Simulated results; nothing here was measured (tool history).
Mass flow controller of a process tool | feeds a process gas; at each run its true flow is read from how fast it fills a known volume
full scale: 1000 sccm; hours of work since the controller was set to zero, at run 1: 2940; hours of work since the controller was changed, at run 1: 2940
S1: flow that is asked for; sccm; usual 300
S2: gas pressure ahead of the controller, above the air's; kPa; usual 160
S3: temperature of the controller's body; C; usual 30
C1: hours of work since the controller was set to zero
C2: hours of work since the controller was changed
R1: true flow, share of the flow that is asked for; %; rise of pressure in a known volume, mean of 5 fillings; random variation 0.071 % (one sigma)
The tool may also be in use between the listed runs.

{"run": 1, "day": 0.0, "S1": 300, "S2": 160, "S3": 30, "C1": 2940, "C2": 2940, "R1": 100.2}
{"run": 2, "day": 7.558, "S1": 334, "S2": 160, "S3": 30, "C1": 3082, "C2": 3082, "R1": 100.14}
{"run": 3, "day": 12.854, "S1": 334, "S2": 173, "S3": 30, "C1": 3182, "C2": 3182, "R1": 100.04}
{"run": 4, "day": 18.904, "S1": 300, "S2": 160, "S3": 28, "C1": 3296, "C2": 3296, "R1": 99.94}
{"run": 5, "day": 24.967, "S1": 300, "S2": 160, "S3": 28, "C1": 3410, "C2": 3410, "R1": 99.82}
{"run": 6, "day": 31.029, "S1": 300, "S2": 160, "S3": 28, "C1": 3524, "C2": 3524, "R1": 99.91}
{"run": 7, "day": 39.521, "S1": 300, "S2": 160, "S3": 28, "C1": 3684, "C2": 3684, "R1": 99.92}
{"run": 8, "day": 48.433, "S1": 300, "S2": 160, "S3": 28, "C1": 3852, "C2": 3852, "R1": 99.89}
{"run": 9, "day": 54.571, "S1": 300, "S2": 160, "S3": 38, "C1": 3967, "C2": 3967, "R1": 100.91}
{"run": 10, "day": 63.296, "S1": 300, "S2": 160, "S3": 21, "C1": 4132, "C2": 4132, "R1": 99.25}
{"run": 11, "day": 69.217, "S1": 300, "S2": 160, "S3": 21, "C1": 4243, "C2": 4243, "R1": 99.28}
{"run": 12, "day": 74.717, "S1": 300, "S2": 160, "S3": 21, "C1": 4347, "C2": 4347, "R1": 99.24}
{"run": 13, "day": 81.488, "S1": 300, "S2": 160, "S3": 21, "C1": 4474, "C2": 4474, "R1": 99.18}
{"run": 14, "day": 86.1, "S1": 300, "S2": 224, "S3": 30, "C1": 4561, "C2": 4561, "R1": 99.65}
{"run": 15, "day": 93.792, "S1": 300, "S2": 224, "S3": 30, "C1": 4706, "C2": 4706, "R1": 99.63}
{"run": 16, "day": 102.758, "S1": 300, "S2": 224, "S3": 30, "C1": 4875, "C2": 4875, "R1": 99.56}
{"run": 17, "day": 110.529, "S1": 300, "S2": 160, "S3": 30, "C1": 5021, "C2": 5021, "R1": 100.08}
{"run": 18, "day": 117.446, "S1": 300, "S2": 160, "S3": 30, "C1": 5151, "C2": 5151, "R1": 100.04}
{"run": 19, "day": 125.804, "S1": 300, "S2": 160, "S3": 30, "C1": 5308, "C2": 5308, "R1": 100.01}
{"run": 20, "day": 134.388, "S1": 300, "S2": 160, "S3": 30, "C1": 5470, "C2": 5470, "R1": 100.03}
{"run": 21, "day": 139.088, "S1": 300, "S2": 160, "S3": 30, "C1": 5559, "C2": 5559, "R1": 100.06}
{"run": 22, "day": 143.092, "S1": 300, "S2": 160, "S3": 30, "C1": 5634, "C2": 5634, "R1": 100.07}
{"run": 23, "day": 149.758, "S1": 300, "S2": 175, "S3": 30, "C1": 5760, "C2": 5760, "R1": 99.93}
{"run": 24, "day": 155.154, "S1": 300, "S2": 175, "S3": 30, "C1": 5861, "C2": 5861, "R1": 100.03}
{"run": 25, "day": 162.296, "S1": 300, "S2": 175, "S3": 30, "C1": 5996, "C2": 5996, "R1": 100.02}
{"run": 26, "day": 171.679, "S1": 885, "S2": 160, "S3": 21, "C1": 6172, "C2": 6172, "R1": 99.82}
{"run": 27, "day": 176.4, "S1": 885, "S2": 160, "S3": 20, "C1": 6261, "C2": 6261, "R1": 99.86}
{"run": 28, "day": 183.529, "S1": 170, "S2": 201, "S3": 23, "C1": 6395, "C2": 6395, "R1": 98.93}
{"run": 29, "day": 191.654, "S1": 300, "S2": 275, "S3": 30, "C1": 6548, "C2": 6548, "R1": 99.22}
{"run": 30, "day": 197.771, "S1": 226, "S2": 202, "S3": 27, "C1": 6664, "C2": 6664, "R1": 99.31}
{"run": 31, "day": 204.325, "S1": 300, "S2": 204, "S3": 39, "C1": 6787, "C2": 6787, "R1": 100.7}
{"run": 32, "day": 209.896, "S1": 300, "S2": 204, "S3": 39, "C1": 6892, "C2": 6892, "R1": 100.7}
{"day": 214.317, "done": "controller's zero set anew"}
{"run": 33, "day": 216.538, "S1": 300, "S2": 239, "S3": 22, "C1": 42, "C2": 7017, "R1": 98.59}
{"run": 34, "day": 224.867, "S1": 774, "S2": 168, "S3": 30, "C1": 199, "C2": 7173, "R1": 100.66}
{"run": 35, "day": 232.258, "S1": 434, "S2": 158, "S3": 37, "C1": 338, "C2": 7312, "R1": 100.9}
{"run": 36, "day": 237.996, "S1": 300, "S2": 176, "S3": 39, "C1": 446, "C2": 7420, "R1": 100.83}
{"run": 37, "day": 245.621, "S1": 212, "S2": 211, "S3": 30, "C1": 589, "C2": 7564, "R1": 99.64}
{"run": 38, "day": 254.204, "S1": 212, "S2": 211, "S3": 36, "C1": 751, "C2": 7726, "R1": 100.25}
{"run": 39, "day": 261.938, "S1": 187, "S2": 211, "S3": 35, "C1": 897, "C2": 7871, "R1": 100.15}
{"run": 40, "day": 268.262, "S1": 492, "S2": 184, "S3": 22, "C1": 1016, "C2": 7990, "R1": 99.23}
{"run": 41, "day": 275.0, "S1": 492, "S2": 184, "S3": 22, "C1": 1142, "C2": 8117, "R1": 99.33}
{"run": 42, "day": 284.467, "S1": 748, "S2": 153, "S3": 39, "C1": 1321, "C2": 8295, "R1": 101.61}
{"run": 43, "day": 288.871, "S1": 127, "S2": 172, "S3": 30, "C1": 1404, "C2": 8378, "R1": 99.83}
{"run": 44, "day": 294.888, "S1": 679, "S2": 145, "S3": 39, "C1": 1517, "C2": 8492, "R1": 101.47}
{"run": 45, "day": 298.992, "S1": 300, "S2": 170, "S3": 21, "C1": 1594, "C2": 8569, "R1": 99.14}
{"run": 46, "day": 307.796, "S1": 254, "S2": 195, "S3": 20, "C1": 1760, "C2": 8735, "R1": 98.78}
{"run": 47, "day": 317.067, "S1": 254, "S2": 195, "S3": 20, "C1": 1935, "C2": 8909, "R1": 98.87}
{"run": 48, "day": 326.183, "S1": 186, "S2": 148, "S3": 21, "C1": 2106, "C2": 9081, "R1": 99.08}

Forecast each of these 4 alternatives for the next run:
{"run": "A", "day": 330.929, "S1": 314, "S2": 219, "S3": 23, "C1": 2196, "C2": 9170, "R1": "?"}
{"run": "B", "day": 330.929, "S1": 186, "S2": 148, "S3": 32, "C1": 2196, "C2": 9170, "R1": "?"}
{"run": "C", "day": 330.929, "S1": 300, "S2": 174, "S3": 22, "C1": 2196, "C2": 9170, "R1": "?"}
{"run": "D", "day": 330.929, "S1": 882, "S2": 246, "S3": 21, "C1": 2196, "C2": 9170, "R1": "?"}

run=A R1=99.03
run=B R1=100.25
run=C R1=99.11
run=D R1=99.09
Without the tool's hidden state the same runs would have given:
run=A R1=99.02
run=B R1=100.23
run=C R1=99.1
run=D R1=99.08

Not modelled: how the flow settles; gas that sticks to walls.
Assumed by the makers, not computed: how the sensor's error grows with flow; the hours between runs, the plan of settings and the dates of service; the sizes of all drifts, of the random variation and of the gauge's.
